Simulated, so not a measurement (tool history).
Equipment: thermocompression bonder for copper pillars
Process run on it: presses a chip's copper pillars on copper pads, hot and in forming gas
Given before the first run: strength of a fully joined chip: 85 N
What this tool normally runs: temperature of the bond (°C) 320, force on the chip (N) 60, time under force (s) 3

run,hour,temperature of the bond (°C),force on the chip (N),time under force (s),force that shears a chip off (N)
1,0.0,320,60,3,33.2
2,60.6,320,85,3,44.2
3,103.0,293,85,3,30.9
4,160.9,293,85,3,29.9
# hour 170.7: forming gas filter changed
5,219.2,293,85,3,32.4
6,295.7,293,85,3,32.5
7,364.7,293,85,3,31.8
8,399.8,293,85,3,31.1
9,445.9,320,60,3,34.0
10,481.1,320,57,8,46.0
11,558.4,320,57,8,45.3
# hour 577.9: heater calibrated with a thermocouple chip
12,636.9,320,57,8,48.3
13,676.8,320,68,3,40.2
14,758.5,320,39,2,19.5
# hour 766.6: forming gas filter changed
15,835.3,320,88,4,56.3
16,889.6,342,88,4,65.5
17,955.4,336,45,3,36.0

5 ways to go on from here, each from the tool as it stands after run 17. What would each give?
A,1009.0,309,45,3,?
B,1009.0,336,37,6,?
C,1009.0,320,60,5,?
D,1009.0,344,69,2,?
E,1009.0,298,40,2,?

run,force that shears a chip off (N)
A,24.8
B,38.8
C,43.6
D,47.2
E,16.3
The same runs, with their run-to-run variation unchanged, on a tool lacking any hidden condition would have given:
run,force that shears a chip off (N)
A,25.5
B,39.8
C,44.9
D,48.4
E,16.8
